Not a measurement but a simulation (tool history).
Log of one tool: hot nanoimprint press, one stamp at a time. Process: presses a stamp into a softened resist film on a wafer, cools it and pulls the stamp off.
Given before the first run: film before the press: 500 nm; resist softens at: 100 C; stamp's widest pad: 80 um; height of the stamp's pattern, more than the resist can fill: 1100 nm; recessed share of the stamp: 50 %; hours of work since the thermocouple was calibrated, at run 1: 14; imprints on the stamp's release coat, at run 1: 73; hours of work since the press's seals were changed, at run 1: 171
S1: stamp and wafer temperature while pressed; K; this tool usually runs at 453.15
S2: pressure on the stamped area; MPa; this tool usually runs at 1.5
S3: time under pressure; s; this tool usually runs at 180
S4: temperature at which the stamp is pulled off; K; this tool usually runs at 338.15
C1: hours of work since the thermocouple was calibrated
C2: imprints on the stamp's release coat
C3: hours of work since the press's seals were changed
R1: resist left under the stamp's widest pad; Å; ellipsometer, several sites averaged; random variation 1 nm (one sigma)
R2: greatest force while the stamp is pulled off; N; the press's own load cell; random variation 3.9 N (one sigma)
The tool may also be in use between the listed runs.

Run 1, hour 0: usual settings; C1 14; C2 73; C3 171. Result: R1 2392 Å, R2 193 N.
Run 2, hour 36.2: usual settings; C1 35; C2 190; C3 193. Result: R1 2398 Å, R2 185 N.
Run 3, hour 65.7: usual settings but S4 323.15 K; C1 53; C2 285; C3 211. Result: R1 2377 Å, R2 269 N.
Run 4, hour 125.7: usual settings; C1 89; C2 479; C3 247. Result: R1 2381 Å, R2 194 N.
Run 5, hour 182.8: usual settings but S1 452.15 K; C1 124; C2 664; C3 282. Result: R1 2471 Å, R2 197 N.
Run 6, hour 244.3: usual settings but S1 451.15 K; C1 161; C2 862; C3 319. Result: R1 2545 Å, R2 205 N.
Run 7, hour 275.4: usual settings; C1 180; C2 963; C3 337. Result: R1 2346 Å, R2 211 N.
Run 8, hour 318: usual settings but S1 461.15 K; C1 205; C2 1101; C3 363. Result: R1 1713 Å, R2 212 N.
Run 9, hour 356.5: usual settings; C1 229; C2 1225; C3 386. Result: R1 2330 Å, R2 216 N.
Run 10, hour 420.8: usual settings; C1 267; C2 1433; C3 425. Result: R1 2305 Å, R2 218 N.
Run 11, hour 461.6: usual settings; C1 292; C2 1565; C3 450. Result: R1 2330 Å, R2 226 N.
Run 12, hour 500.1: usual settings; C1 315; C2 1689; C3 473. Result: R1 2326 Å, R2 226 N.
Run 13, hour 554.3: usual settings; C1 348; C2 1864; C3 506. Result: R1 2320 Å, R2 230 N.
Run 14, hour 626.8: usual settings but S3 162 s; C1 391; C2 2098; C3 549. Result: R1 2395 Å, R2 245 N.
At hour 684.2: stamp cleaned and given a new release coat.
Run 15, hour 690.1: usual settings but S3 162 s; C1 426; C2 19; C3 584. Result: R1 2390 Å, R2 178 N.
At hour 705.8: press's hydraulic seals changed and the load cell set to zero.
At hour 745: plate thermocouple calibrated.
Run 16, hour 745: usual settings but S2 1.74 MPa, S4 327.15 K; C1 0; C2 161; C3 22. Result: R1 2256 Å, R2 243 N.
Run 17, hour 777.8: usual settings but S2 1.74 MPa, S4 327.15 K; C1 20; C2 267; C3 42. Result: R1 2236 Å, R2 242 N.
Run 18, hour 810.7: usual settings but S1 455.15 K, S2 1.75 MPa, S3 182 s, S4 346.15 K; C1 40; C2 374; C3 61. Result: R1 2048 Å, R2 159 N.
Run 19, hour 880.8: usual settings but S1 455.15 K, S2 1.75 MPa, S3 217 s, S4 346.15 K; C1 82; C2 600; C3 104. Result: R1 1911 Å, R2 165 N.
Run 20, hour 913.2: usual settings but S1 446.15 K, S2 1.75 MPa, S3 113 s, S4 346.15 K; C1 101; C2 705; C3 123. Result: R1 3374 Å, R2 161 N.
Run 21, hour 983.6: usual settings but S1 449.15 K, S3 259 s; C1 144; C2 932; C3 166. Result: R1 2419 Å, R2 215 N.
Run 22, hour 1055.3: usual settings but S1 460.15 K; C1 187; C2 1164; C3 209. Result: R1 1794 Å, R2 212 N.
Run 23, hour 1091.9: usual settings but S4 330.15 K; C1 209; C2 1282; C3 231. Result: R1 2360 Å, R2 260 N.
Run 24, hour 1128: usual settings but S2 1.28 MPa, S3 319 s; C1 231; C2 1399; C3 253. Result: R1 2023 Å, R2 232 N.

Predict the results of run 25:
Run 25, hour 1173.8: usual settings but S2 1.59 MPa; C1 258; C2 1547; C3 280. Result: R1 ?, R2 ?.

R1: 2285 Å
R2: 218 N
Were there no unlogged condition in the tool, this run, its random variation unchanged, would have produced R1 2339 Å, R2 182 N.
